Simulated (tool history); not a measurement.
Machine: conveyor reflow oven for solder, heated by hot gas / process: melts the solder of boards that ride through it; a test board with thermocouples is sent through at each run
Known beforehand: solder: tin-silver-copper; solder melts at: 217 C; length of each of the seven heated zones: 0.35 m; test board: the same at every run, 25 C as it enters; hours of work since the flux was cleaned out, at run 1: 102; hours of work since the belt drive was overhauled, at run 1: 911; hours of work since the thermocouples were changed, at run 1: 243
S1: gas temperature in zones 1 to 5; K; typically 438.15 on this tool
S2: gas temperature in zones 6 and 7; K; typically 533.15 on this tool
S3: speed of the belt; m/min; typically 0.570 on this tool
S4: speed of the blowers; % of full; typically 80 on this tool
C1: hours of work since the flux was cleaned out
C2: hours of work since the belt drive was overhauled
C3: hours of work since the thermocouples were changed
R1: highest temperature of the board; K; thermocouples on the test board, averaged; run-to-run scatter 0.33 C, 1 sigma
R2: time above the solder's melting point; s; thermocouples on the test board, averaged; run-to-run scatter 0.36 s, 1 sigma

{"run": 1, "hour": 0.0, "S1": 438.15, "S2": 533.15, "S3": 0.57, "S4": 80, "C1": 102, "C2": 911, "C3": 243, "R1": 516.35, "R2": 44.5}
{"run": 2, "hour": 21.4, "S1": 438.15, "S2": 533.15, "S3": 0.57, "S4": 80, "C1": 115, "C2": 924, "C3": 256, "R1": 515.25, "R2": 44.3}
{"run": 3, "hour": 43.8, "S1": 438.15, "S2": 533.15, "S3": 0.57, "S4": 80, "C1": 129, "C2": 937, "C3": 270, "R1": 515.75, "R2": 45.1}
{"run": 4, "hour": 81.9, "S1": 438.15, "S2": 533.15, "S3": 0.57, "S4": 80, "C1": 152, "C2": 960, "C3": 292, "R1": 515.25, "R2": 43.9}
{"run": 5, "hour": 104.6, "S1": 438.15, "S2": 533.15, "S3": 0.57, "S4": 80, "C1": 165, "C2": 974, "C3": 306, "R1": 515.05, "R2": 43.7}
{"run": 6, "hour": 127.5, "S1": 438.15, "S2": 533.15, "S3": 0.57, "S4": 80, "C1": 179, "C2": 988, "C3": 320, "R1": 515.05, "R2": 43.9}
{"hour": 159.1, "done": "flux residue cleaned out of gas plates and filters"}
{"run": 7, "hour": 163.1, "S1": 438.15, "S2": 533.15, "S3": 0.57, "S4": 80, "C1": 2, "C2": 1006, "C3": 338, "R1": 516.75, "R2": 46.7}
{"run": 8, "hour": 200.9, "S1": 438.15, "S2": 533.15, "S3": 0.57, "S4": 80, "C1": 25, "C2": 1029, "C3": 361, "R1": 516.55, "R2": 45.9}
{"run": 9, "hour": 239.7, "S1": 438.15, "S2": 533.15, "S3": 0.57, "S4": 80, "C1": 49, "C2": 1052, "C3": 384, "R1": 516.05, "R2": 45.7}
{"run": 10, "hour": 260.8, "S1": 438.15, "S2": 533.15, "S3": 0.57, "S4": 80, "C1": 61, "C2": 1065, "C3": 397, "R1": 516.35, "R2": 45.3}
{"run": 11, "hour": 280.2, "S1": 438.15, "S2": 533.15, "S3": 0.57, "S4": 78, "C1": 73, "C2": 1077, "C3": 409, "R1": 515.35, "R2": 44.6}
{"run": 12, "hour": 301.4, "S1": 438.15, "S2": 533.15, "S3": 0.616, "S4": 80, "C1": 86, "C2": 1090, "C3": 422, "R1": 513.35, "R2": 38.7}
{"run": 13, "hour": 332.5, "S1": 438.15, "S2": 533.15, "S3": 0.616, "S4": 80, "C1": 104, "C2": 1108, "C3": 440, "R1": 512.65, "R2": 38.3}
{"run": 14, "hour": 370.5, "S1": 438.15, "S2": 533.15, "S3": 0.653, "S4": 80, "C1": 127, "C2": 1131, "C3": 463, "R1": 510.45, "R2": 32.8}
{"run": 15, "hour": 391.7, "S1": 438.15, "S2": 533.15, "S3": 0.653, "S4": 80, "C1": 140, "C2": 1144, "C3": 476, "R1": 510.45, "R2": 32.5}
{"run": 16, "hour": 431.8, "S1": 438.15, "S2": 537.15, "S3": 0.645, "S4": 80, "C1": 164, "C2": 1168, "C3": 500, "R1": 514.35, "R2": 35.9}
{"hour": 450.1, "done": "thermocouples of zones 6 and 7 changed"}
{"run": 17, "hour": 454.6, "S1": 430.15, "S2": 523.15, "S3": 0.562, "S4": 59, "C1": 177, "C2": 1181, "C3": 3, "R1": 502.45, "R2": 25.7}
{"hour": 489.4, "done": "flux residue cleaned out of gas plates and filters"}
{"run": 18, "hour": 490.7, "S1": 439.15, "S2": 523.15, "S3": 0.62, "S4": 51, "C1": 1, "C2": 1199, "C3": 21, "R1": 500.15, "R2": 20.4}
{"run": 19, "hour": 524.4, "S1": 438.15, "S2": 533.15, "S3": 0.469, "S4": 83, "C1": 21, "C2": 1220, "C3": 42, "R1": 522.35, "R2": 64.9}
{"run": 20, "hour": 545.2, "S1": 438.15, "S2": 539.15, "S3": 0.486, "S4": 69, "C1": 34, "C2": 1232, "C3": 54, "R1": 525.35, "R2": 63.4}
{"run": 21, "hour": 575.2, "S1": 438.15, "S2": 539.15, "S3": 0.486, "S4": 69, "C1": 52, "C2": 1250, "C3": 72, "R1": 524.75, "R2": 62.8}
{"run": 22, "hour": 613.2, "S1": 438.15, "S2": 544.15, "S3": 0.6, "S4": 80, "C1": 75, "C2": 1273, "C3": 95, "R1": 523.75, "R2": 48.3}
{"run": 23, "hour": 640.0, "S1": 438.15, "S2": 537.15, "S3": 0.544, "S4": 80, "C1": 91, "C2": 1289, "C3": 111, "R1": 521.25, "R2": 53.1}
{"run": 24, "hour": 657.8, "S1": 438.15, "S2": 537.15, "S3": 0.544, "S4": 80, "C1": 101, "C2": 1300, "C3": 122, "R1": 520.35, "R2": 51.3}
{"run": 25, "hour": 674.9, "S1": 438.15, "S2": 537.15, "S3": 0.544, "S4": 80, "C1": 112, "C2": 1310, "C3": 132, "R1": 520.95, "R2": 51.7}
{"run": 26, "hour": 714.8, "S1": 438.15, "S2": 533.15, "S3": 0.631, "S4": 80, "C1": 136, "C2": 1334, "C3": 156, "R1": 511.35, "R2": 35.2}
{"run": 27, "hour": 732.2, "S1": 443.15, "S2": 533.15, "S3": 0.649, "S4": 73, "C1": 146, "C2": 1345, "C3": 167, "R1": 510.55, "R2": 34.4}
{"run": 28, "hour": 755.1, "S1": 430.15, "S2": 523.15, "S3": 0.47, "S4": 60, "C1": 160, "C2": 1359, "C3": 181, "R1": 507.65, "R2": 43.0}
{"run": 29, "hour": 788.5, "S1": 438.15, "S2": 522.15, "S3": 0.57, "S4": 65, "C1": 180, "C2": 1379, "C3": 201, "R1": 503.65, "R2": 29.4}
{"hour": 810.0, "done": "belt drive overhauled, speed set with a stopwatch"}
{"hour": 823.1, "done": "flux residue cleaned out of gas plates and filters"}
{"run": 30, "hour": 838.0, "S1": 452.15, "S2": 524.15, "S3": 0.57, "S4": 80, "C1": 9, "C2": 14, "C3": 225, "R1": 510.55, "R2": 44.9}

Results for each run, recomputed without the tool's hidden state and with each run's random variation untouched:
Hidden conditions of the tool in this case: heat that the gas passes to the board, % of a clean oven's; belt's true speed, % of the reading; true gas temperature in zones 6 and 7 over the reading, C; drift of the gauge itself on peak_c, C; drift of the gauge itself on liquid_s, %.
run=1 R1=517.75 R2=45.6
run=2 R1=516.85 R2=45.5
run=3 R1=517.45 R2=46.5
run=4 R1=517.15 R2=45.6
run=5 R1=517.15 R2=45.7
run=6 R1=517.35 R2=46.0
run=7 R1=517.25 R2=46.5
run=8 R1=517.25 R2=45.9
run=9 R1=517.05 R2=46.0
run=10 R1=517.45 R2=45.8
run=11 R1=516.65 R2=45.2
run=12 R1=514.75 R2=39.7
run=13 R1=514.25 R2=39.5
run=14 R1=512.35 R2=34.5
run=15 R1=512.65 R2=34.5
run=16 R1=516.85 R2=37.8
run=17 R1=503.85 R2=27.9
run=18 R1=500.25 R2=20.2
run=19 R1=522.85 R2=64.4
run=20 R1=525.95 R2=62.9
run=21 R1=525.45 R2=62.5
run=22 R1=524.85 R2=48.5
run=23 R1=522.55 R2=53.5
run=24 R1=521.75 R2=51.9
run=25 R1=522.45 R2=52.3
run=26 R1=513.25 R2=36.8
run=27 R1=512.55 R2=36.1
run=28 R1=509.35 R2=45.3
run=29 R1=505.65 R2=32.4
run=30 R1=511.45 R2=46.0
